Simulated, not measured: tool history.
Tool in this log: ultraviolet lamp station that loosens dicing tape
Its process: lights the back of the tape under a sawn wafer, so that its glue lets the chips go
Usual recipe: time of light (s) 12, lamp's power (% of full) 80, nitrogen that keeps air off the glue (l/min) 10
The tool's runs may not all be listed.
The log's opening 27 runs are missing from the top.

| run | hour | time of light (s) | lamp's power (% of full) | nitrogen that keeps air off the glue (l/min) | force that peels the tape off (N) | light that reached the tape (J/m2) |
|---|---|---|---|---|---|---|
| 28 | 520.6 | 10 | 66 | 8 | 2.895 | 2150 |
| 29 | 542 | 10 | 74 | 8 | 2.505 | 2380 |
| 30 | 564.8 | 17 | 69 | 13 | 0.845 | 3760 |
| 31 | 586.2 | 17 | 69 | 13 | 0.85 | 3750 |
| 32 | 611.1 | 14 | 83 | 13 | 0.918 | 3740 |
| 33 | 630.9 | 14 | 89 | 13 | 0.78 | 3950 |
| 34 | 654.8 | 14 | 89 | 13 | 0.797 | 3940 |
| 35 | 673.6 | 13 | 71 | 16 | 1.294 | 2900 |
| 36 | 686.7 | 24 | 61 | 9 | 0.756 | 4620 |
| 37 | 699.9 | 14 | 71 | 10 | 1.506 | 3080 |
| 38 | 715.3 | 20 | 73 | 10 | 0.687 | 4570 |
| 39 | 727 | 20 | 73 | 10 | 0.717 | 4550 |
| 40 | 739.7 | 20 | 73 | 15 | 0.538 | 4500 |
| 41 | 756.5 | 20 | 73 | 15 | 0.539 | 4530 |
| 42 | 780 | 9 | 82 | 6 | 3.143 | 2250 |

Alternative continuations, all from the tool just after run 42; predict every row:
| A | 795.1 | 9 | 92 | 6 | ? | ? |
| B | 795.1 | 17 | 73 | 13 | ? | ? |
| C | 795.1 | 11 | 80 | 10 | ? | ? |

| run | force that peels the tape off (N) | light that reached the tape (J/m2) |
|---|---|---|
| A | 2.82 | 2560 |
| B | 0.863 | 3820 |
| C | 1.895 | 2660 |
With no hidden state in the tool, these same runs would have given:
| run | force that peels the tape off (N) | light that reached the tape (J/m2) |
|---|---|---|
| A | 2.148 | 3130 |
| B | 0.552 | 4680 |
| C | 1.346 | 3260 |

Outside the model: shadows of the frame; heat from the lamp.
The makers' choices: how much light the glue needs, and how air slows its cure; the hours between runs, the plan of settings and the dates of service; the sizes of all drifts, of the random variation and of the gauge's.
